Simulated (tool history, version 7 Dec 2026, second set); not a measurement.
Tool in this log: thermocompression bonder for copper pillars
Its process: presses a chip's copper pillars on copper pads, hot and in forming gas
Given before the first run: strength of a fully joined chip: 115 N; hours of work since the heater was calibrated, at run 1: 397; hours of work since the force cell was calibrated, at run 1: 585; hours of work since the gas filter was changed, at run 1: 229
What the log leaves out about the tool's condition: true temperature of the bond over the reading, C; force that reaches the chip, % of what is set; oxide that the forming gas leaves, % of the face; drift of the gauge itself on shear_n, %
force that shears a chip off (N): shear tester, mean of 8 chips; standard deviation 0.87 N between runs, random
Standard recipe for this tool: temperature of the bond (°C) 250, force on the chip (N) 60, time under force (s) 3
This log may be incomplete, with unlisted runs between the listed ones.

run     day  temperature of the bond (°C)  force on the chip (N)  time under force (s)  hours of work since the heater was calibrated  hours of work since the force cell was calibrated  hours of work since the gas filter was changed  force that shears a chip off (N)
  1   0.000                           250                     60                     3                                            397                                                585                                             229                              64.3
  2   0.533                           250                     60                     2                                            405                                                594                                             238                              56.4
  3   1.608                           250                     60                     2                                            423                                                612                                             255                              55.0
  4   2.246                           250                     60                     2                                            434                                                622                                             266                              55.0
  5   3.488                           250                     60                     2                                            454                                                643                                             286                              54.3
  6   4.696                           250                     60                     2                                            474                                                663                                             306                              54.4
  7   5.846                           250                     60                     2                                            493                                                682                                             325                              53.6
  8   6.946                           250                     60                     2                                            511                                                700                                             343                              52.4
  9   8.162                           244                     60                     3                                            531                                                720                                             363                              55.8
 10   9.383                           273                     80                     2                                            551                                                740                                             383                              78.3
 11  10.383                           230                     57                     3                                            567                                                756                                             400                              44.6

For run 12, what comes out?
 12  11.046                           230                     57                     3                                            578                                                767                                             411                                 ?

Logged for run 12: force that shears a chip off (N) 45.4.
Take away the tool's hidden state, keep the run-to-run variation as it was, and the same run would have given force that shears a chip off (N) 56.0.
